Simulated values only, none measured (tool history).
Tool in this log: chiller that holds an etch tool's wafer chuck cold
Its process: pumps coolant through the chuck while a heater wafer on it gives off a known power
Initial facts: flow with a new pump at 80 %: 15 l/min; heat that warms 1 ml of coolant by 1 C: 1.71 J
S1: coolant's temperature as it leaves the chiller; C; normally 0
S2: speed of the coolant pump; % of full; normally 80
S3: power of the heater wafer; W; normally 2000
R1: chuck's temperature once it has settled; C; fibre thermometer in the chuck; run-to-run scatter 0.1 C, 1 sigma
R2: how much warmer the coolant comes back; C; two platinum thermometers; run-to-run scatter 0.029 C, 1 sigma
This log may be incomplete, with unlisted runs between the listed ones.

Run 1, hour 0.0: usual settings. Result: R1 18.5 C, R2 4.70 C.
Run 2, hour 37.7: usual settings but S2 88 % of full. Result: R1 17.1 C, R2 4.25 C.
Run 3, hour 61.7: usual settings but S2 88 % of full. Result: R1 17.2 C, R2 4.25 C.
Run 4, hour 101.8: usual settings but S2 88 % of full. Result: R1 17.2 C, R2 4.24 C.
Run 5, hour 126.2: usual settings but S2 88 % of full. Result: R1 17.3 C, R2 4.26 C.
Run 6, hour 162.3: usual settings but S2 88 % of full. Result: R1 17.2 C, R2 4.23 C.
Run 7, hour 186.1: usual settings but S2 88 % of full. Result: R1 17.1 C, R2 4.25 C.
Run 8, hour 215.7: usual settings but S2 88 % of full. Result: R1 17.2 C, R2 4.22 C.
Run 9, hour 247.9: usual settings but S3 1991 W. Result: R1 18.5 C, R2 4.71 C.
Run 10, hour 290.7: usual settings but S3 1991 W. Result: R1 18.5 C, R2 4.68 C.
Run 11, hour 335.7: usual settings but S3 1991 W. Result: R1 18.5 C, R2 4.74 C.
Run 12, hour 358.0: usual settings but S1 2 C, S3 1991 W. Result: R1 20.4 C, R2 4.74 C.
Run 13, hour 402.6: usual settings but S1 2 C, S3 1991 W. Result: R1 20.4 C, R2 4.75 C.
Run 14, hour 445.8: usual settings but S2 63 % of full. Result: R1 21.9 C, R2 6.17 C.
Run 15, hour 480.3: usual settings but S2 63 % of full. Result: R1 22.3 C, R2 6.14 C.
Run 16, hour 511.1: usual settings but S2 63 % of full. Result: R1 22.1 C, R2 6.18 C.
Run 17, hour 550.4: usual settings but S1 1 C, S3 2302 W. Result: R1 22.4 C, R2 5.46 C.
Run 18, hour 599.5: usual settings but S1 -2 C, S2 89 % of full, S3 1265 W. Result: R1 8.8 C, R2 2.64 C.
Run 19, hour 621.4: usual settings but S1 -2 C, S2 89 % of full, S3 1265 W. Result: R1 8.9 C, R2 2.68 C.
Run 20, hour 650.4: usual settings but S1 -1 C, S2 69 % of full, S3 1937 W. Result: R1 19.1 C, R2 5.38 C.
Run 21, hour 701.6: usual settings but S1 -8 C, S2 71 % of full, S3 2588 W. Result: R1 18.3 C, R2 7.05 C.
Run 22, hour 743.6: usual settings but S3 1197 W. Result: R1 11.1 C, R2 2.79 C.
Run 23, hour 797.3: usual settings but S2 95 % of full, S3 1329 W. Result: R1 11.0 C, R2 2.60 C.
Run 24, hour 846.5: usual settings but S1 -5 C, S2 70 % of full, S3 1922 W. Result: R1 15.0 C, R2 5.27 C.
Run 25, hour 893.8: usual settings but S1 -5 C, S2 70 % of full, S3 1922 W. Result: R1 14.8 C, R2 5.31 C.
Run 26, hour 929.0: usual settings but S1 -5 C, S2 70 % of full, S3 1922 W. Result: R1 14.8 C, R2 5.29 C.
Run 27, hour 979.9: usual settings but S1 -5 C, S2 67 % of full, S3 2132 W. Result: R1 17.7 C, R2 6.23 C.
Run 28, hour 1025.6: usual settings but S2 91 % of full, S3 1118 W. Result: R1 9.5 C, R2 2.32 C.
Run 29, hour 1047.6: usual settings but S2 91 % of full, S3 1118 W. Result: R1 9.5 C, R2 2.30 C.
Run 30, hour 1086.5: usual settings but S2 91 % of full, S3 1118 W. Result: R1 9.4 C, R2 2.28 C.
Run 31, hour 1110.1: usual settings but S2 91 % of full, S3 1118 W. Result: R1 9.5 C, R2 2.28 C.
Run 32, hour 1145.8: usual settings but S2 91 % of full, S3 1118 W. Result: R1 9.4 C, R2 2.29 C.

Branching from run 32: 4 alternative next runs. What would each branch give?
Run A, hour 1194.6: usual settings but S1 4 C, S2 94 % of full, S3 2702 W. Result: R1 ?, R2 ?.
Run B, hour 1194.6: usual settings but S1 -2 C, S2 85 % of full, S3 1167 W. Result: R1 ?, R2 ?.
Run C, hour 1194.6: usual settings but S1 -1 C, S2 91 % of full, S3 1118 W. Result: R1 ?, R2 ?.
Run D, hour 1194.6: usual settings but S1 9 C, S2 95 % of full, S3 1195 W. Result: R1 ?, R2 ?.

run    R1    R2
  A  26.7  5.41
  B   8.7  2.61
  C   8.5  2.29
  D  18.7  2.32
Stripped of hidden state, with their random variation kept, the same runs would have yielded:
run    R1    R2
  A  24.6  5.31
  B   7.8  2.56
  C   7.7  2.25
  D  17.9  2.28
